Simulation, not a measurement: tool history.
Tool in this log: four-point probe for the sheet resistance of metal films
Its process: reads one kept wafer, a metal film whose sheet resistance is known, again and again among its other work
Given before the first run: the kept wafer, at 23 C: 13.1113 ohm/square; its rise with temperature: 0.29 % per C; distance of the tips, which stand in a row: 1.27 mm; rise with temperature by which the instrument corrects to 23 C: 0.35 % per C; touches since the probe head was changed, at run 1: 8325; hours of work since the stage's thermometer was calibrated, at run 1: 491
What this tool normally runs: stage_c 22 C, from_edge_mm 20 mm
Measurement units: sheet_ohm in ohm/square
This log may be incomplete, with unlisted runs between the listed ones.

run  hour  stage_c  from_edge_mm  touches since the probe head was changed  hours of work since the stage's thermometer was calibrated  sheet_ohm
  1     0       22            20                                      8325                                                         491   13.14609
  2    11       22            20                                      8570                                                         498  13.148569
  3  18.2       22            20                                      8731                                                         502  13.146968
  4  33.4       20            20                                      9069                                                         510  13.161832
  5  44.3       20             4                                      9311                                                         516  13.807501
  6  52.7       19            20                                      9498                                                         521  13.165346
  7  65.4       19            20                                      9781                                                         528  13.168204
     66.5  -- stage's thermometer calibrated
  8  72.8       23            20                                      9934                                                           4  13.137585
  9  86.5       18             5                                     10241                                                          11  13.587945
 10  95.8       18             5                                     10447                                                          17  13.586615
 11   109       21             5                                     10741                                                          24  13.564886
 12   116       24            11                                     10898                                                          28   13.20138

Consider 5 possible next runs. They are alternatives, not a sequence: every one starts from the tool as it was left by run 12. What does each give?
  A  131.1       24            18                                     11233                                                          37          ?
  B  131.1       20             4                                     11233                                                          37          ?
  C  131.1       29            26                                     11233                                                          37          ?
  D  131.1       28            20                                     11233                                                          37          ?
  E  131.1       31            22                                     11233                                                          37          ?

run  sheet_ohm
  A  13.132457
  B  13.804366
  C  13.084466
  D  13.105333
  E  13.074745
With the hidden condition removed and each run's random variation left untouched, the same runs would have given:
run  sheet_ohm
  A  13.133514
  B  13.805646
  C  13.085369
  D  13.106268
  E  13.075589
